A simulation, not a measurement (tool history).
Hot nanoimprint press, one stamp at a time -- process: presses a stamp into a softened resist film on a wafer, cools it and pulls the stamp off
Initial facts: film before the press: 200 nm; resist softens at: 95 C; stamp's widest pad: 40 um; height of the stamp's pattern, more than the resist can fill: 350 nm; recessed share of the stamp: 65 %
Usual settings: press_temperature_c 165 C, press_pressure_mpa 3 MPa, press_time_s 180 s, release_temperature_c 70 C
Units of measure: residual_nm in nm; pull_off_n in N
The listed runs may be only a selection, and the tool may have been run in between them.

run	day	press_temperature_c	press_pressure_mpa	press_time_s	release_temperature_c	residual_nm	pull_off_n
1	0	165	3	180	70	77.2	147
2	2.983	165	3	180	75	75.9	137
3	6.25	165	3	180	75	76.3	135
# day 9.133: press's hydraulic seals changed and the load cell set to zero
4	9.133	165	3	180	70	76.2	142
5	12.538	165	3	180	70	76.1	149
6	15.621	165	3	180	70	75.7	151
7	18.742	163	3	91	70	107.5	146
# day 20.221: stamp cleaned and given a new release coat
8	21.533	165	2.5	257	62	72	162
9	24.354	165	3	107	70	94.1	143
# day 27.971: plate thermocouple calibrated
10	28.275	165	3	107	70	95.4	145
11	30.846	165	3	107	70	94.3	143
12	34.842	165	4.33	220	60	59.3	162

Each row is a separate what-if for the run after 12, all from the same tool condition, not one after another. Results?
A	38.217	157	3.16	92	60	?	?
B	38.217	175	2.74	180	57	?	?
C	38.217	165	3	180	55	?	?
D	38.217	166	4.58	220	57	?	?
E	38.217	160	4.33	220	60	?	?

run	residual_nm	pull_off_n
A	127.8	165
B	55	175
C	77	167
D	56.3	179
E	73.7	167
Without the tool's hidden state the same runs would have given:
run	residual_nm	pull_off_n
A	126.2	163
B	54.3	173
C	76	164
D	55.6	176
E	72.7	165
